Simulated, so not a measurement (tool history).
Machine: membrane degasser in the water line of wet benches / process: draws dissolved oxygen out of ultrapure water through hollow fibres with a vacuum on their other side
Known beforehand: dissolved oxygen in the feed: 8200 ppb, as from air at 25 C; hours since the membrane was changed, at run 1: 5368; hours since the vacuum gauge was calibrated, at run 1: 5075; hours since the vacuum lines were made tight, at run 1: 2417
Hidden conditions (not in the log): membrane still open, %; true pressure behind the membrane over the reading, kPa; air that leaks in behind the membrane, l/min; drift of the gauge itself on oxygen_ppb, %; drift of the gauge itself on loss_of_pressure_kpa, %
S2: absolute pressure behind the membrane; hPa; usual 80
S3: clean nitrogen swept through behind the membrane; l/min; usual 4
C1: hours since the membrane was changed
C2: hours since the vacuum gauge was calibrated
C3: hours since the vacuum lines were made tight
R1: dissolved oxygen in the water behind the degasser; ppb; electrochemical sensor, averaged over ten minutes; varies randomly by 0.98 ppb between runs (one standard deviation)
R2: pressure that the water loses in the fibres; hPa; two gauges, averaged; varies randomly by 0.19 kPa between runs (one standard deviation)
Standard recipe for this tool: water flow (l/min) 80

run 1 hour=0 | water_flow_(l/min)=80 S2=80 S3=4 | C1=5368 C2=5075 C3=2417 | R1=243.6 R2=621.2
run 2 hour=152.4 | water_flow_(l/min)=80 S2=65.5 S3=4 | C1=5521 C2=5227 C3=2569 | R1=182.1 R2=622.2
run 3 hour=290.8 | water_flow_(l/min)=80 S2=80 S3=4 | C1=5659 C2=5365 C3=2708 | R1=241 R2=619.3
run 4 hour=504.7 | water_flow_(l/min)=80 S2=80 S3=4 | C1=5873 C2=5579 C3=2921 | R1=243.1 R2=621.3
run 5 hour=722.8 | water_flow_(l/min)=80 S2=80 S3=4 | C1=6091 C2=5797 C3=3140 | R1=243.8 R2=618.5
run 6 hour=940.1 | water_flow_(l/min)=80 S2=80 S3=4 | C1=6308 C2=6015 C3=3357 | R1=242.3 R2=621
run 7 hour=1069.8 | water_flow_(l/min)=77 S2=92.7 S3=2.08 | C1=6438 C2=6144 C3=3487 | R1=467.6 R2=598.4
run 8 hour=1289.4 | water_flow_(l/min)=88 S2=166.9 S3=2.24 | C1=6658 C2=6364 C3=3706 | R1=1007.9 R2=684.5
-- hour=1404 seals of the vacuum lines changed
run 9 hour=1473.1 | water_flow_(l/min)=80 S2=96.4 S3=4.43 | C1=6839 C2=6546 C3=69 | R1=285.9 R2=620
run 10 hour=1601.3 | water_flow_(l/min)=80 S2=100 S3=2.56 | C1=6968 C2=6674 C3=197 | R1=458.9 R2=620.8
run 11 hour=1752.6 | water_flow_(l/min)=59 S2=140.1 S3=2.18 | C1=7119 C2=6825 C3=349 | R1=599 R2=459.8
run 12 hour=1844.6 | water_flow_(l/min)=59 S2=53.2 S3=2.18 | C1=7211 C2=6917 C3=441 | R1=131.4 R2=459.1

Consider 4 possible next runs. They are alternatives, not a sequence: every one starts from the tool as it was left by run 12. What does each give?
run A hour=2039.6 | water_flow_(l/min)=117 S2=51.3 S3=4.22 | C1=7406 C2=7112 C3=636 | R1=? R2=?
run B hour=2039.6 | water_flow_(l/min)=59 S2=53.2 S3=9.14 | C1=7406 C2=7112 C3=636 | R1=? R2=?
run C hour=2039.6 | water_flow_(l/min)=80 S2=80 S3=2.82 | C1=7406 C2=7112 C3=636 | R1=? R2=?
run D hour=2039.6 | water_flow_(l/min)=65 S2=128.7 S3=10.28 | C1=7406 C2=7112 C3=636 | R1=? R2=?

run=A R1=233.5 R2=911.5
run=B R1=42.8 R2=459.4
run=C R1=314.6 R2=623.5
run=D R1=159.7 R2=507.8
With no hidden state in the tool, these same runs would have given:
run=A R1=233.2 R2=911.2
run=B R1=42.8 R2=459.3
run=C R1=314.5 R2=623.2
run=D R1=159.7 R2=507.6
